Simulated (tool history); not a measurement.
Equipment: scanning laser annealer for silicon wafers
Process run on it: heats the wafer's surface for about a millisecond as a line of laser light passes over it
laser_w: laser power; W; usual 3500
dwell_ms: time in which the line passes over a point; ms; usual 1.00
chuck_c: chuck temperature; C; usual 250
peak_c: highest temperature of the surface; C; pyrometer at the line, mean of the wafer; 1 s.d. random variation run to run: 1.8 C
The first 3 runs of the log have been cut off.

run   hour  laser_w  dwell_ms  chuck_c  hours of work since the window was cleaned  hours of work since the power meter was calibrated  hours of work since the optics were aligned  peak_c
  4  111.6     3374      1.00      250                                         326                                                1430                                          465     948
  5  139.5     3500      1.00      250                                         344                                                1448                                          483     977
  6  182.3     3500      1.00      250                                         372                                                1476                                          511     977
  7  224.4     3500      1.00      250                                         399                                                1503                                          538     974
  8  273.1     3500      1.00      250                                         430                                                1534                                          569     973
  9  310.0     3500      1.00      250                                         454                                                1558                                          593     968
 10  341.0     3808      1.00      250                                         474                                                1578                                          613    1046
 11  389.3     3584      1.00      250                                         505                                                1609                                          644     985
 12  411.0     3584      1.00      250                                         519                                                1623                                          658     985
 13  450.1     3500      0.99      250                                         544                                                1648                                          683     958
 14  495.8     3500      1.00      269                                         574                                                1677                                          712     981
 15  548.4     3500      0.78      250                                         608                                                1711                                          746     863
 16  571.1     3500      0.78      214                                         622                                                1726                                          761     826
 17  615.5     3500      1.00      250                                         651                                                1754                                          789     953
 18  641.7     3500      1.00      250                                         668                                                1771                                          806     950
 19  693.2     3500      1.00      250                                         701                                                1804                                          839     950

Run 20 is up next; what results do you expect?
 20  745.2     3366      0.74      223                                         734                                                1838                                          873       ?

{"run 20": {"peak_c": 784}}
Were there no unlogged condition in the tool, this run, its random variation unchanged, would have produced peak_c 835 C.

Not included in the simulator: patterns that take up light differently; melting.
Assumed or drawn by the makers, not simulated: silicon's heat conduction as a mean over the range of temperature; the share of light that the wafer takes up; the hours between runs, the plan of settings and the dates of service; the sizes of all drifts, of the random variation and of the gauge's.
